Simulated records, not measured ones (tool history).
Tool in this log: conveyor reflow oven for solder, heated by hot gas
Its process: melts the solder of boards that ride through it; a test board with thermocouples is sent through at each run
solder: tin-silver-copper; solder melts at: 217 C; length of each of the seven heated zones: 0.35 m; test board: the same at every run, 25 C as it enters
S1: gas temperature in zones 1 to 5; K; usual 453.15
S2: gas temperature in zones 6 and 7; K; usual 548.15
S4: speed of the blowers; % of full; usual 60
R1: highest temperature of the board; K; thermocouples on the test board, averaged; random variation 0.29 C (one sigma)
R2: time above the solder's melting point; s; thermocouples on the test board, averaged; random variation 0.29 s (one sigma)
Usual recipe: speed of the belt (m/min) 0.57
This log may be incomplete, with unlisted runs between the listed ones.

Run 1, hour 0: usual settings. Result: R1 528.15 K, R2 57.8 s.
Run 2, hour 44.3: usual settings but S1 462.15 K. Result: R1 529.45 K, R2 62.6 s.
At hour 95.2: flux residue cleaned out of gas plates and filters.
Run 3, hour 129.2: usual settings but S2 547.15 K. Result: R1 526.75 K, R2 57.2 s.
Run 4, hour 196.9: usual settings but S2 547.15 K. Result: R1 527.15 K, R2 57.4 s.
Run 5, hour 257.3: usual settings but S2 547.15 K. Result: R1 527.15 K, R2 57.1 s.
Run 6, hour 335.8: usual settings but speed of the belt (m/min) 0.655. Result: R1 522.45 K, R2 46.1 s.
Run 7, hour 393.1: usual settings. Result: R1 528.15 K, R2 58 s.
Run 8, hour 434.8: usual settings but S4 82 % of full. Result: R1 532.75 K, R2 61.5 s.
At hour 482.5: thermocouples of zones 6 and 7 changed.
Run 9, hour 533.4: usual settings but S2 544.15 K, S4 82 % of full. Result: R1 528.45 K, R2 59.6 s.
At hour 573.9: flux residue cleaned out of gas plates and filters.
Run 10, hour 594.9: usual settings but S1 444.15 K. Result: R1 526.05 K, R2 53.2 s.
Run 11, hour 677.8: usual settings but S1 444.15 K. Result: R1 525.15 K, R2 52.8 s.
Run 12, hour 737.5: usual settings. Result: R1 527.55 K, R2 58.3 s.
Run 13, hour 832.9: usual settings. Result: R1 527.25 K, R2 57.9 s.
At hour 841.6: belt drive overhauled, speed set with a stopwatch.
Run 14, hour 913: usual settings. Result: R1 527.95 K, R2 58 s.
Run 15, hour 970.5: usual settings but S2 551.15 K. Result: R1 530.35 K, R2 59.8 s.
Run 16, hour 1031.4: usual settings but S2 545.15 K. Result: R1 525.25 K, R2 55.7 s.
At hour 1051.7: flux residue cleaned out of gas plates and filters.
Run 17, hour 1128.1: usual settings but S2 545.15 K. Result: R1 525.65 K, R2 56.3 s.
Run 18, hour 1225: usual settings but S2 558.15 K, speed of the belt (m/min) 0.51. Result: R1 540.35 K, R2 73.4 s.
At hour 1241.6: thermocouples of zones 6 and 7 changed.
Run 19, hour 1292.5: usual settings but S2 558.15 K, speed of the belt (m/min) 0.535. Result: R1 539.05 K, R2 68.6 s.
Run 20, hour 1336.4: usual settings but S1 443.15 K, speed of the belt (m/min) 0.47. Result: R1 532.65 K, R2 70.6 s.
Run 21, hour 1434.2: usual settings but S1 448.15 K, S2 558.15 K, speed of the belt (m/min) 0.493, S4 80 % of full. Result: R1 544.55 K, R2 76.6 s.
At hour 1532.7: flux residue cleaned out of gas plates and filters.
Run 22, hour 1538.6: usual settings but speed of the belt (m/min) 0.603. Result: R1 525.45 K, R2 52.6 s.
Run 23, hour 1632.7: usual settings but speed of the belt (m/min) 0.603. Result: R1 525.75 K, R2 53 s.
Run 24, hour 1674.8: usual settings but S2 559.15 K. Result: R1 537.15 K, R2 63.4 s.
Run 25, hour 1759.9: usual settings but S1 456.15 K, S2 562.15 K, speed of the belt (m/min) 0.596. Result: R1 538.15 K, R2 62.3 s.
Run 26, hour 1820.7: usual settings but S1 442.15 K, S2 556.15 K. Result: R1 531.85 K, R2 57.2 s.
Run 27, hour 1915.5: usual settings but S1 443.15 K, S2 552.15 K, speed of the belt (m/min) 0.516, S4 50 % of full. Result: R1 529.45 K, R2 61.8 s.
Run 28, hour 1971.6: usual settings but S1 443.15 K, S2 544.15 K, speed of the belt (m/min) 0.516, S4 67 % of full. Result: R1 527.75 K, R2 61 s.
At hour 1988.7: thermocouples of zones 6 and 7 changed.
At hour 2012.1: flux residue cleaned out of gas plates and filters.
Run 29, hour 2029.9: usual settings but speed of the belt (m/min) 0.68. Result: R1 521.35 K, R2 42.4 s.
Run 30, hour 2088.2: usual settings but S1 440.15 K, S2 562.15 K, speed of the belt (m/min) 0.67, S4 77 % of full. Result: R1 534.75 K, R2 48.9 s.

3 ways to go on from here, each from the tool as it stands after run 30. What would each give?
Run A, hour 2154.1: usual settings but S1 440.15 K, S2 550.15 K, speed of the belt (m/min) 0.612, S4 70 % of full. Result: R1 ?, R2 ?.
Run B, hour 2154.1: usual settings but S1 456.15 K, S2 562.15 K, speed of the belt (m/min) 0.67, S4 77 % of full. Result: R1 ?, R2 ?.
Run C, hour 2154.1: usual settings but S2 553.15 K, speed of the belt (m/min) 0.658. Result: R1 ?, R2 ?.

run      R1    R2
  A  526.55  49.3
  B  538.25  55.3
  C  526.35  47.7
Without the tool's hidden state the same runs would have given:
run      R1    R2
  A  526.55  49.3
  B  538.25  55.2
  C  526.35  47.7
